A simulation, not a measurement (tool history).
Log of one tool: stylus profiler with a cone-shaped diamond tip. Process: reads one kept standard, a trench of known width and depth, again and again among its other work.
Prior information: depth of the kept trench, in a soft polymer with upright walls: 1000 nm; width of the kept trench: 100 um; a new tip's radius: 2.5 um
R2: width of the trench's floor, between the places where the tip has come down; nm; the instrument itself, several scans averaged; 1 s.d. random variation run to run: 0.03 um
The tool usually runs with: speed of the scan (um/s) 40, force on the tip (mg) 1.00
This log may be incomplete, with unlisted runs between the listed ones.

Run 1, day 0.000: usual settings. Result: depth of the trench (nm) 1006.59, R2 95390 nm.
Run 2, day 0.829: usual settings. Result: depth of the trench (nm) 1006.20, R2 95380 nm.
Run 3, day 1.633: usual settings. Result: depth of the trench (nm) 1006.45, R2 95380 nm.
Run 4, day 2.262: usual settings but force on the tip (mg) 1.83. Result: depth of the trench (nm) 1009.78, R2 95370 nm.
At day 2.358: height scale calibrated on a step standard.
Run 5, day 2.733: usual settings but force on the tip (mg) 1.83. Result: depth of the trench (nm) 1009.14, R2 95350 nm.
Run 6, day 3.496: usual settings but force on the tip (mg) 1.83. Result: depth of the trench (nm) 1009.48, R2 95440 nm.
Run 7, day 4.158: usual settings but speed of the scan (um/s) 83, force on the tip (mg) 1.13. Result: depth of the trench (nm) 1006.20, R2 95040 nm.
Run 8, day 4.950: usual settings but speed of the scan (um/s) 110, force on the tip (mg) 1.86. Result: depth of the trench (nm) 1009.68, R2 95020 nm.
Run 9, day 5.700: usual settings but speed of the scan (um/s) 110, force on the tip (mg) 1.86. Result: depth of the trench (nm) 1009.34, R2 95020 nm.
Run 10, day 6.162: usual settings but speed of the scan (um/s) 49, force on the tip (mg) 2.90. Result: depth of the trench (nm) 1013.28, R2 95350 nm.
At day 6.746: height scale calibrated on a step standard, once more.
Run 11, day 7.033: usual settings but speed of the scan (um/s) 49, force on the tip (mg) 2.90. Result: depth of the trench (nm) 1015.34, R2 95310 nm.
Run 12, day 7.725: usual settings but speed of the scan (um/s) 17, force on the tip (mg) 1.92. Result: depth of the trench (nm) 1011.33, R2 95390 nm.

Forecast each of these 3 alternatives for the next run:
Run A, day 8.179: usual settings but force on the tip (mg) 0.41. Result: depth of the trench (nm) ?, R2 ?.
Run B, day 8.179: usual settings but force on the tip (mg) 0.71. Result: depth of the trench (nm) ?, R2 ?.
Run C, day 8.179: usual settings but speed of the scan (um/s) 12, force on the tip (mg) 0.57. Result: depth of the trench (nm) ?, R2 ?.

run  depth of the trench (nm)     R2
  A                   1004.42  95050
  B                   1006.15  95150
  C                   1005.18  95370
With no hidden state in the tool, these same runs would have given:
run  depth of the trench (nm)     R2
  A                   1004.24  95560
  B                   1005.97  95660
  C                   1005.00  95880

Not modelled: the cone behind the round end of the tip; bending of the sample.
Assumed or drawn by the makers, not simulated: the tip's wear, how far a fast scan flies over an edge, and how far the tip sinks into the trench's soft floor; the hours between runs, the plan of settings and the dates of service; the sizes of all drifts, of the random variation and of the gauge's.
